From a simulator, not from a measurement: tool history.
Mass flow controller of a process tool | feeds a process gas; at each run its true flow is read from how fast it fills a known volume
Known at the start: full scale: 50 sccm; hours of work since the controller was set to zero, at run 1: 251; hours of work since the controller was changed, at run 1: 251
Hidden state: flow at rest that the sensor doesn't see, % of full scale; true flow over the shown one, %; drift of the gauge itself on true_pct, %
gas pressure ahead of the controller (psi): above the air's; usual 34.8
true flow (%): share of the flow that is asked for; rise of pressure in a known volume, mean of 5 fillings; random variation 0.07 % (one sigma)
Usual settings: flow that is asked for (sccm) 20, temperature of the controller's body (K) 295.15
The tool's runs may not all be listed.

| run | hour | flow that is asked for (sccm) | gas pressure ahead of the controller (psi) | temperature of the controller's body (K) | hours of work since the controller was set to zero | hours of work since the controller was changed | true flow (%) |
|---|---|---|---|---|---|---|---|
| 1 | 0.0 | 20 | 34.8 | 295.15 | 251 | 251 | 99.29 |
| 2 | 104.3 | 20 | 34.8 | 295.15 | 304 | 304 | 99.40 |
| 3 | 170.6 | 37 | 34.8 | 295.15 | 338 | 338 | 99.67 |
| 4 | 226.4 | 37 | 34.8 | 295.15 | 367 | 367 | 99.76 |
| 5 | 278.9 | 37 | 34.8 | 295.15 | 394 | 394 | 99.71 |
| 6 | 375.6 | 37 | 34.8 | 295.15 | 443 | 443 | 99.72 |
| 7 | 500.3 | 37 | 34.8 | 295.15 | 507 | 507 | 99.62 |
| 8 | 574.7 | 37 | 34.8 | 295.15 | 545 | 545 | 99.62 |
| 9 | 677.5 | 20 | 22.2 | 294.15 | 598 | 598 | 99.63 |
| 10 | 784.0 | 20 | 34.4 | 309.15 | 652 | 652 | 97.93 |
| 11 | 847.5 | 20 | 34.4 | 309.15 | 685 | 685 | 97.69 |
| 12 | 945.8 | 20 | 34.4 | 309.15 | 735 | 735 | 97.70 |
| 13 | 1038.8 | 5 | 38.9 | 309.15 | 782 | 782 | 97.28 |
| 14 | 1155.0 | 6 | 27.4 | 306.15 | 842 | 842 | 97.82 |

The same runs without the tool's hidden state, with the same run-to-run variation:
| run | true flow (%) |
|---|---|
| 1 | 99.29 |
| 2 | 99.44 |
| 3 | 99.73 |
| 4 | 99.84 |
| 5 | 99.81 |
| 6 | 99.84 |
| 7 | 99.78 |
| 8 | 99.81 |
| 9 | 99.85 |
| 10 | 98.18 |
| 11 | 97.97 |
| 12 | 98.01 |
| 13 | 97.61 |
| 14 | 98.19 |
